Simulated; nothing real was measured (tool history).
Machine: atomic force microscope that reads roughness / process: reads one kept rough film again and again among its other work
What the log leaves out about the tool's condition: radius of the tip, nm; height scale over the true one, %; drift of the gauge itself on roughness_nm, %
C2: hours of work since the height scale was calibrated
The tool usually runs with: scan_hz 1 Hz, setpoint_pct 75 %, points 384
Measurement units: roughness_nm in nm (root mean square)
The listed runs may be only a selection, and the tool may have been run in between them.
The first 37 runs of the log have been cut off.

run 38 hour=924.2 | scan_hz=1 setpoint_pct=87 points=512 | pictures_with_this_tip=213 C2=952 | roughness_nm=1.375
run 39 hour=953.4 | scan_hz=0.69 setpoint_pct=75 points=550 | pictures_with_this_tip=262 C2=967 | roughness_nm=1.438
-- hour=957.5 new tip fitted
run 40 hour=980.5 | scan_hz=2.19 setpoint_pct=81 points=779 | pictures_with_this_tip=38 C2=980 | roughness_nm=1.397
run 41 hour=999.5 | scan_hz=2.19 setpoint_pct=81 points=779 | pictures_with_this_tip=71 C2=989 | roughness_nm=1.375
run 42 hour=1032.2 | scan_hz=1.33 setpoint_pct=75 points=627 | pictures_with_this_tip=126 C2=1005 | roughness_nm=1.478
run 43 hour=1049.1 | scan_hz=1.22 setpoint_pct=56 points=551 | pictures_with_this_tip=154 C2=1013 | roughness_nm=1.539
run 44 hour=1074.8 | scan_hz=2.02 setpoint_pct=81 points=551 | pictures_with_this_tip=198 C2=1025 | roughness_nm=1.331
run 45 hour=1097.3 | scan_hz=1 setpoint_pct=82 points=657 | pictures_with_this_tip=236 C2=1036 | roughness_nm=1.405
-- hour=1118.8 new tip fitted
run 46 hour=1132.8 | scan_hz=0.56 setpoint_pct=84 points=640 | pictures_with_this_tip=23 C2=1053 | roughness_nm=1.571
run 47 hour=1158.4 | scan_hz=0.56 setpoint_pct=84 points=640 | pictures_with_this_tip=67 C2=1066 | roughness_nm=1.54
run 48 hour=1186.8 | scan_hz=1.27 setpoint_pct=84 points=409 | pictures_with_this_tip=115 C2=1080 | roughness_nm=1.419
run 49 hour=1206.8 | scan_hz=1.27 setpoint_pct=84 points=409 | pictures_with_this_tip=148 C2=1090 | roughness_nm=1.407
run 50 hour=1226.5 | scan_hz=1.22 setpoint_pct=75 points=530 | pictures_with_this_tip=182 C2=1099 | roughness_nm=1.449
run 51 hour=1243.2 | scan_hz=1.22 setpoint_pct=75 points=530 | pictures_with_this_tip=210 C2=1107 | roughness_nm=1.441
run 52 hour=1277.1 | scan_hz=3.23 setpoint_pct=89 points=1001 | pictures_with_this_tip=267 C2=1124 | roughness_nm=1.083
-- hour=1280 new tip fitted
run 53 hour=1311 | scan_hz=1.67 setpoint_pct=66 points=482 | pictures_with_this_tip=53 C2=1140 | roughness_nm=1.556

3 ways to go on from here, each from the tool as it stands after run 53. What would each give?
run A hour=1337.8 | scan_hz=0.57 setpoint_pct=73 points=368 | pictures_with_this_tip=98 C2=1153 | roughness_nm=?
run B hour=1337.8 | scan_hz=1 setpoint_pct=67 points=405 | pictures_with_this_tip=98 C2=1153 | roughness_nm=?
run C hour=1337.8 | scan_hz=1.67 setpoint_pct=63 points=579 | pictures_with_this_tip=98 C2=1153 | roughness_nm=?

run=A roughness_nm=1.559
run=B roughness_nm=1.55
run=C roughness_nm=1.532
With no hidden state in the tool, these same runs would have given:
run=A roughness_nm=1.616
run=B roughness_nm=1.607
run=C roughness_nm=1.588
